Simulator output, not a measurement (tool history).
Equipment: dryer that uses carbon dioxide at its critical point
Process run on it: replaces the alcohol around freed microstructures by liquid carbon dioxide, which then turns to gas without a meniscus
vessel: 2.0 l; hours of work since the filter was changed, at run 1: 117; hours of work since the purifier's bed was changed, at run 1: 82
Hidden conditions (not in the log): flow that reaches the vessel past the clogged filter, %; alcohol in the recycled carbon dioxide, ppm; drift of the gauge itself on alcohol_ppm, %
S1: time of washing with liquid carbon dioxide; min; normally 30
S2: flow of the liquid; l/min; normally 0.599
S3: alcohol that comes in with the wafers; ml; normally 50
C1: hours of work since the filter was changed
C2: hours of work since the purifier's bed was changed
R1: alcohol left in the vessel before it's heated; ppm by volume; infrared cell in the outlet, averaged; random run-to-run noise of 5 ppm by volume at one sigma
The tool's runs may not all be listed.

run,hour,S1,S2,S3,C1,C2,R1
1,0,30,0.599,50,117,82,51
2,20,30,0.434,50,129,94,243
3,33.2,30,0.599,50,137,101,54
4,44.3,30,0.599,103,143,108,75
5,54.8,30,0.599,100,149,114,87
6,67.5,30,0.599,100,157,121,80
7,88.7,30,0.599,50,169,134,54
8,106.8,30,0.599,50,180,144,57
9,125.2,30,0.599,90,190,155,88
10,141.3,30,0.599,90,200,164,101
11,150,27,0.797,46,205,169,45

For run 12, what comes out?
12,167.6,27,0.797,46,215,180,?

{"run 12": {"R1": 30}}
Without the tool's hidden state the same run would have given R1 1 ppm by volume.
